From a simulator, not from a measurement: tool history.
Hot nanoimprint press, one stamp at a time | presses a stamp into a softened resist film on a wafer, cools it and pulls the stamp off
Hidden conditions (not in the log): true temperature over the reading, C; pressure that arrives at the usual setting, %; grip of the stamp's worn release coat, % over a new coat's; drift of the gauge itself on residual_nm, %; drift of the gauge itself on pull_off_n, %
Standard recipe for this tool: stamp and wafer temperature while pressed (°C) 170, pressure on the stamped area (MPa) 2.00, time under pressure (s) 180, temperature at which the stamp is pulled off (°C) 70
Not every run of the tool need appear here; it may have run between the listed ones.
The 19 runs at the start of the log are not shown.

| run | hour | stamp and wafer temperature while pressed (°C) | pressure on the stamped area (MPa) | time under pressure (s) | temperature at which the stamp is pulled off (°C) | hours of work since the thermocouple was calibrated | imprints on the stamp's release coat | hours of work since the press's seals were changed | resist left under the stamp's widest pad (angstrom) | greatest force while the stamp is pulled off (N) |
|---|---|---|---|---|---|---|---|---|---|---|
| 20 | 301.7 | 178 | 2.15 | 180 | 70 | 186 | 1058 | 397 | 1368 | 100 |
| 21 | 313.8 | 179 | 1.35 | 121 | 70 | 191 | 1079 | 402 | 1923 | 104 |
| 22 | 323.2 | 178 | 3.10 | 121 | 66 | 195 | 1095 | 406 | 1360 | 106 |
| 23 | 339.5 | 182 | 2.74 | 266 | 71 | 202 | 1123 | 413 | 901 | 99 |
| 24 | 352.5 | 171 | 2.00 | 180 | 70 | 207 | 1145 | 418 | 1791 | 101 |
| 25 | 369.7 | 169 | 2.00 | 180 | 65 | 215 | 1174 | 425 | 1908 | 117 |
| 26 | 385.1 | 160 | 2.41 | 180 | 70 | 221 | 1200 | 432 | 2393 | 102 |
| 27 | 400.6 | 178 | 2.41 | 90 | 77 | 227 | 1226 | 438 | 1736 | 84 |
| 28 | 413.6 | 170 | 2.49 | 180 | 69 | 233 | 1248 | 443 | 1685 | 106 |
| 29 | 433.0 | 170 | 2.49 | 180 | 69 | 241 | 1281 | 452 | 1688 | 101 |
| 30 | 446.4 | 170 | 2.49 | 180 | 69 | 246 | 1304 | 457 | 1690 | 104 |

What if the next run were any one of these 3? Each begins from the tool's condition after run 30:
| A | 460.7 | 170 | 2.00 | 180 | 65 | 252 | 1328 | 463 | ? | ? |
| B | 460.7 | 162 | 2.00 | 189 | 71 | 252 | 1328 | 463 | ? | ? |
| C | 460.7 | 170 | 2.49 | 180 | 69 | 252 | 1328 | 463 | ? | ? |

| run | resist left under the stamp's widest pad (angstrom) | greatest force while the stamp is pulled off (N) |
|---|---|---|
| A | 1857 | 110 |
| B | 2375 | 95 |
| C | 1688 | 103 |
Without the tool's unlogged condition, the same runs would have read:
| run | resist left under the stamp's widest pad (angstrom) | greatest force while the stamp is pulled off (N) |
|---|---|---|
| A | 1834 | 110 |
| B | 2346 | 95 |
| C | 1667 | 103 |
